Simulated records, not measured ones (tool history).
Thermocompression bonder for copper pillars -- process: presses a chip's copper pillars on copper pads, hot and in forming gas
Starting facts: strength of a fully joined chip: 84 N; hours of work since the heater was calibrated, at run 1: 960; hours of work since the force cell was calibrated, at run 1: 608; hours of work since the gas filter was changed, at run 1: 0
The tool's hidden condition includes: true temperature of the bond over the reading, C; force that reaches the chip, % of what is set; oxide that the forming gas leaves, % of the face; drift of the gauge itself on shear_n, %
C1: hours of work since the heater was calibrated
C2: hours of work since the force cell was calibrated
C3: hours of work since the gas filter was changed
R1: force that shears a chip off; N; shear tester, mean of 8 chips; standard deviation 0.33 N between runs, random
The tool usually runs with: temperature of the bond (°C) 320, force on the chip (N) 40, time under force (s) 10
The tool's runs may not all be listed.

Run 1, hour 0.0: usual settings; C1 960; C2 608; C3 0. Result: R1 61.6 N.
Run 2, hour 29.3: usual settings; C1 983; C2 630; C3 22. Result: R1 60.7 N.
Run 3, hour 47.4: usual settings; C1 996; C2 644; C3 36. Result: R1 60.4 N.
Run 4, hour 85.2: usual settings; C1 1025; C2 673; C3 65. Result: R1 59.6 N.
Run 5, hour 107.9: usual settings but time under force (s) 15; C1 1043; C2 691; C3 82. Result: R1 63.6 N.
Run 6, hour 136.2: usual settings but force on the chip (N) 38; C1 1064; C2 712; C3 104. Result: R1 55.5 N.
At hour 138.8: forming gas filter changed.
Run 7, hour 166.3: usual settings but force on the chip (N) 38; C1 1087; C2 735; C3 21. Result: R1 59.0 N.
Run 8, hour 191.8: usual settings; C1 1106; C2 754; C3 41. Result: R1 60.2 N.
Run 9, hour 208.2: usual settings; C1 1119; C2 767; C3 53. Result: R1 59.9 N.
Run 10, hour 246.6: usual settings; C1 1148; C2 796; C3 82. Result: R1 58.4 N.
Run 11, hour 271.1: usual settings but force on the chip (N) 41; C1 1167; C2 815; C3 101. Result: R1 58.9 N.
At hour 277.8: forming gas filter changed.
At hour 292.3: force cell calibrated.
Run 12, hour 295.2: usual settings; C1 1184; C2 2; C3 12. Result: R1 62.6 N.
Run 13, hour 324.2: usual settings; C1 1206; C2 24; C3 34. Result: R1 62.1 N.
Run 14, hour 360.5: usual settings but temperature of the bond (°C) 348; C1 1234; C2 52; C3 62. Result: R1 69.6 N.
Run 15, hour 383.0: usual settings but time under force (s) 16; C1 1251; C2 69; C3 79. Result: R1 66.0 N.
Run 16, hour 401.0: usual settings; C1 1265; C2 83; C3 93. Result: R1 58.5 N.
At hour 416.8: forming gas filter changed.
Run 17, hour 429.9: usual settings; C1 1287; C2 105; C3 10. Result: R1 63.4 N.
At hour 466.6: heater calibrated with a thermocouple chip.
Run 18, hour 467.2: usual settings; C1 1; C2 132; C3 37. Result: R1 58.4 N.
Run 19, hour 491.3: usual settings; C1 19; C2 150; C3 55. Result: R1 56.8 N.
Run 20, hour 510.8: usual settings; C1 34; C2 165; C3 70. Result: R1 56.7 N.
Run 21, hour 527.8: usual settings; C1 47; C2 178; C3 83. Result: R1 56.0 N.
At hour 556.1: forming gas filter changed.
Run 22, hour 566.9: usual settings but temperature of the bond (°C) 323, force on the chip (N) 26, time under force (s) 29; C1 76; C2 208; C3 8. Result: R1 58.3 N.
Run 23, hour 586.7: usual settings but temperature of the bond (°C) 321, force on the chip (N) 41, time under force (s) 18; C1 91; C2 223; C3 23. Result: R1 67.6 N.
Run 24, hour 616.8: usual settings but temperature of the bond (°C) 321, force on the chip (N) 41, time under force (s) 18; C1 114; C2 246; C3 46. Result: R1 66.2 N.
Run 25, hour 653.4: usual settings but temperature of the bond (°C) 338, force on the chip (N) 46; C1 142; C2 274; C3 74. Result: R1 67.1 N.
Run 26, hour 687.3: usual settings but temperature of the bond (°C) 349, time under force (s) 21; C1 168; C2 300; C3 100. Result: R1 71.4 N.
At hour 695.2: forming gas filter changed.
Run 27, hour 705.5: usual settings but temperature of the bond (°C) 349, time under force (s) 25; C1 182; C2 313; C3 8. Result: R1 78.2 N.
Run 28, hour 743.0: usual settings but temperature of the bond (°C) 349, force on the chip (N) 35, time under force (s) 5; C1 211; C2 342; C3 37. Result: R1 52.9 N.
Run 29, hour 779.0: usual settings but temperature of the bond (°C) 321, force on the chip (N) 47, time under force (s) 12; C1 238; C2 370; C3 64. Result: R1 65.1 N.
Run 30, hour 818.4: usual settings; C1 268; C2 400; C3 94. Result: R1 55.2 N.
At hour 834.2: forming gas filter changed.
Run 31, hour 846.7: usual settings but time under force (s) 22; C1 290; C2 421; C3 10. Result: R1 70.1 N.
Run 32, hour 863.4: usual settings but force on the chip (N) 37, time under force (s) 25; C1 302; C2 434; C3 22. Result: R1 68.4 N.
Run 33, hour 893.1: usual settings but temperature of the bond (°C) 318, force on the chip (N) 37; C1 325; C2 456; C3 45. Result: R1 53.4 N.
Run 34, hour 925.8: usual settings but force on the chip (N) 25, time under force (s) 8; C1 350; C2 481; C3 70. Result: R1 34.6 N.
Run 35, hour 955.0: usual settings but time under force (s) 8; C1 372; C2 504; C3 92. Result: R1 52.5 N.
At hour 973.9: forming gas filter changed.
Run 36, hour 992.4: usual settings but temperature of the bond (°C) 315, time under force (s) 22; C1 401; C2 532; C3 14. Result: R1 68.5 N.
Run 37, hour 1013.6: usual settings but temperature of the bond (°C) 315, time under force (s) 22; C1 417; C2 548; C3 30. Result: R1 67.1 N.
Run 38, hour 1034.1: usual settings but temperature of the bond (°C) 315, time under force (s) 22; C1 432; C2 564; C3 46. Result: R1 66.6 N.
Run 39, hour 1061.3: usual settings but force on the chip (N) 33, time under force (s) 5; C1 453; C2 585; C3 67. Result: R1 39.0 N.
Run 40, hour 1082.4: usual settings but temperature of the bond (°C) 328, force on the chip (N) 31, time under force (s) 14; C1 469; C2 601; C3 83. Result: R1 53.5 N.

3 ways to go on from here, each from the tool as it stands after run 40. What would each give?
At hour 1111.3: forming gas filter changed.
Run A, hour 1121.0: usual settings but time under force (s) 7; C1 499; C2 630; C3 7. Result: R1 ?.
At hour 1111.3: forming gas filter changed.
Run B, hour 1121.0: usual settings but temperature of the bond (°C) 346, time under force (s) 8; C1 499; C2 630; C3 7. Result: R1 ?.
At hour 1111.3: forming gas filter changed.
Run C, hour 1121.0: usual settings but temperature of the bond (°C) 304, force on the chip (N) 50, time under force (s) 6; C1 499; C2 630; C3 7. Result: R1 ?.

run    R1
  A  53.5
  B  65.3
  C  55.1
Stripped of hidden state, with their random variation kept, the same runs would have yielded:
run    R1
  A  54.2
  B  66.1
  C  55.8
